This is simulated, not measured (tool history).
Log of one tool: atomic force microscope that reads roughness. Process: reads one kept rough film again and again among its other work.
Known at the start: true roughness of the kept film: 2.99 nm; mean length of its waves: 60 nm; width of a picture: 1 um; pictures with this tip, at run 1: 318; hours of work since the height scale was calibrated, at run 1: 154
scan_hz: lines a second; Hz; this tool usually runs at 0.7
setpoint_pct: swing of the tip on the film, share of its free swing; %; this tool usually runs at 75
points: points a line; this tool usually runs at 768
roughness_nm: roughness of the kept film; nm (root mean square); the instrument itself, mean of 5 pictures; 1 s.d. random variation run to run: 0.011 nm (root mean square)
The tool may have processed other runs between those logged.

run   hour  scan_hz  setpoint_pct  points  pictures with this tip  hours of work since the height scale was calibrated  roughness_nm
  1      0      0.7            75     768                     318                                                  154         2.828
  2   11.3    2.001            75     768                     330                                                  161         2.735
  3   18.7    2.001            75     768                     338                                                  166         2.718
  4   24.4    2.001            75     768                     344                                                  170         2.727
  5   34.7    2.001            75     768                     354                                                  177         2.718
  6   45.1      0.7            76     768                     365                                                  184          2.85
  7   53.4      0.7            76     768                     374                                                  189         2.843
      61.2  -- new tip fitted
  8   62.5      0.7            76     768                       2                                                  195         2.849
  9   68.4      0.7            76     768                       8                                                  199         2.836
 10     77      0.7            86     768                      17                                                  205         2.793
 11   85.9      0.7            86     768                      26                                                  210         2.782
 12   91.4      0.7            75     735                      32                                                  214         2.821
 13   98.9      0.7            75     735                      40                                                  219         2.844
 14  105.8      0.7            71     768                      47                                                  224          2.85
 15  114.7      0.7            75     394                      56                                                  230         2.834
 16  121.6      0.7            75     394                      64                                                  234         2.826
 17    133      0.7            75     768                      75                                                  242         2.813
 18    142      0.7            75     768                      85                                                  248         2.845
 19  151.5      0.7            75     785                      95                                                  254         2.817
 20  160.6      0.7            75     768                     104                                                  260         2.828
 21  167.1      0.7            75     768                     111                                                  264         2.849
 22  175.8      0.7            75     768                     120                                                  270         2.844
 23  185.7      0.7            75     768                     130                                                  277         2.833
 24  193.8      0.7            75     768                     139                                                  282         2.836
 25  201.8      0.7            85     768                     147                                                  287          2.81
 26  207.4      0.7            85     768                     153                                                  291         2.808
 27  216.9      0.7            85     768                     163                                                  297         2.784
 28  225.9      0.7            85     768                     172                                                  303         2.779
 29  233.9    2.329            57     611                     181                                                  309          2.83
 30  239.8    0.569            82     964                     187                                                  312         2.827
 31  248.7    2.238            59     868                     196                                                  318         2.845
 32  255.6    2.238            59     868                     204                                                  323         2.843
 33  264.6    0.731            75     478                     213                                                  329         2.841
 34  273.6    0.757            64     637                     222                                                  335         2.849
 35  283.3    1.246            77     865                     232                                                  341         2.804
 36  294.3    2.494            87     768                     244                                                  349         2.541
 37  305.9    1.025            65     768                     256                                                  356         2.838
 38  311.1    1.156            67     458                     261                                                  360         2.826
 39    316    2.038            88     369                     267                                                  363         2.582
 40  324.5    1.918            73     362                     275                                                  369         2.761
 41  332.4     1.96            82     549                     284                                                  374          2.69
 42  339.3    2.351            80     961                     291                                                  378         2.685
 43  350.4    0.885            81     613                     302                                                  386         2.789
 44  358.1    1.691            84     768                     311                                                  391         2.683
 45    364    3.515            84     368                     317                                                  395         2.485
 46  371.6     0.96            58     768                     325                                                  400         2.864

4 ways to go on from here, each from the tool as it stands after run 46. What would each give?
  A  377.9      0.7            80     938                     331                                                  404             ?
  B  377.9      0.7            84     320                     331                                                  404             ?
  C  377.9     0.96            61     257                     331                                                  404             ?
  D  377.9      0.7            67     946                     331                                                  404             ?

run  roughness_nm
  A         2.814
  B          2.78
  C         2.845
  D          2.84
Without the tool's unlogged condition, the same runs would have read:
run  roughness_nm
  A         2.818
  B         2.784
  C         2.849
  D         2.844

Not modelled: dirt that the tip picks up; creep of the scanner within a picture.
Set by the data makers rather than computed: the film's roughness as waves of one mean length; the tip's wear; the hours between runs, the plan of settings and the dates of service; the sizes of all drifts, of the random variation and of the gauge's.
